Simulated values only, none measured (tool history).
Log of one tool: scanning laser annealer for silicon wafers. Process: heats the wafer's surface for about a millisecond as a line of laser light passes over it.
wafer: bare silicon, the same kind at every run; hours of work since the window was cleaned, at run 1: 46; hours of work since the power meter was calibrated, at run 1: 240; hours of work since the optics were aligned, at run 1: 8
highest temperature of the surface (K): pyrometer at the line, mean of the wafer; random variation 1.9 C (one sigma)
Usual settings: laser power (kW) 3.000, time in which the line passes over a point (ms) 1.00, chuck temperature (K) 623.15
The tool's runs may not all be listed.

run	hour	laser power (kW)	time in which the line passes over a point (ms)	chuck temperature (K)	hours of work since the window was cleaned	hours of work since the power meter was calibrated	hours of work since the optics were aligned	highest temperature of the surface (K)
1	0.0	3.000	1.00	623.15	46	240	8	1431.15
2	16.2	3.000	1.00	623.15	58	251	19	1434.15
3	34.1	3.000	1.00	623.15	71	264	32	1431.15
4	54.4	3.000	1.00	623.15	86	279	47	1429.15
5	73.1	3.000	1.00	623.15	99	293	61	1429.15
6	102.9	3.000	1.00	614.15	121	314	82	1423.15
7	130.3	3.000	1.00	614.15	140	334	102	1420.15
8	159.8	3.000	1.00	614.15	162	355	123	1421.15
9	187.7	3.000	1.21	623.15	182	375	143	1499.15
10	206.1	3.000	1.21	623.15	195	389	157	1502.15
11	235.4	3.238	1.00	623.15	216	410	178	1495.15
12	252.9	3.238	1.00	623.15	229	422	190	1496.15
13	284.3	3.000	1.00	623.15	252	445	213	1429.15
14	316.3	3.000	1.00	623.15	275	468	236	1427.15
15	334.3	3.000	1.00	623.15	288	481	249	1430.15
16	352.9	3.000	1.00	623.15	301	495	263	1430.15
17	381.7	3.000	1.03	623.15	322	516	284	1438.15
18	403.5	3.000	1.03	623.15	338	531	299	1436.15
19	436.1	3.000	1.03	623.15	362	555	323	1441.15
20	451.9	3.000	1.03	634.15	373	566	334	1448.15
21	466.2	3.000	1.03	634.15	383	577	345	1450.15
22	498.3	3.107	1.03	653.15	407	600	368	1499.15
23	521.6	3.107	1.03	587.15	423	617	385	1432.15
24	536.6	3.107	1.03	587.15	434	628	396	1432.15
25	554.2	2.736	1.06	588.15	447	640	408	1337.15
26	586.9	3.282	1.00	590.15	471	664	432	1476.15
27	613.1	2.806	1.00	623.15	490	683	451	1373.15
28	642.0	2.806	1.00	623.15	510	704	472	1373.15
29	661.7	2.749	1.17	622.15	525	718	486	1407.15
30	694.9	2.749	1.17	622.15	549	742	510	1410.15
31	717.2	2.749	1.17	622.15	565	758	526	1407.15
32	733.5	2.749	1.17	622.15	577	770	538	1408.15
33	766.4	3.000	0.73	620.15	600	794	562	1318.15
34	785.7	3.015	0.73	662.15	614	808	576	1368.15
35	815.7	2.674	1.02	617.15	636	829	597	1335.15
36	831.9	2.674	1.02	617.15	648	841	609	1338.15
37	849.7	2.674	1.10	651.15	661	854	622	1393.15
38	881.6	2.674	1.10	651.15	684	877	645	1393.15
39	900.9	3.000	1.04	598.15	698	891	659	1414.15
40	916.5	3.000	1.00	605.15	709	902	670	1411.15
41	933.1	2.574	1.00	632.15	721	914	682	1319.15
42	961.4	2.574	1.00	632.15	741	935	703	1319.15

Forecast each of these 3 alternatives for the next run:
A	986.4	3.297	1.00	599.15	759	953	721	?
B	986.4	3.000	1.08	619.15	759	953	721	?
C	986.4	2.574	0.71	601.15	759	953	721	?

run	highest temperature of the surface (K)
A	1488.15
B	1450.15
C	1192.15
Without the tool's hidden state the same runs would have given:
run	highest temperature of the surface (K)
A	1489.15
B	1451.15
C	1193.15

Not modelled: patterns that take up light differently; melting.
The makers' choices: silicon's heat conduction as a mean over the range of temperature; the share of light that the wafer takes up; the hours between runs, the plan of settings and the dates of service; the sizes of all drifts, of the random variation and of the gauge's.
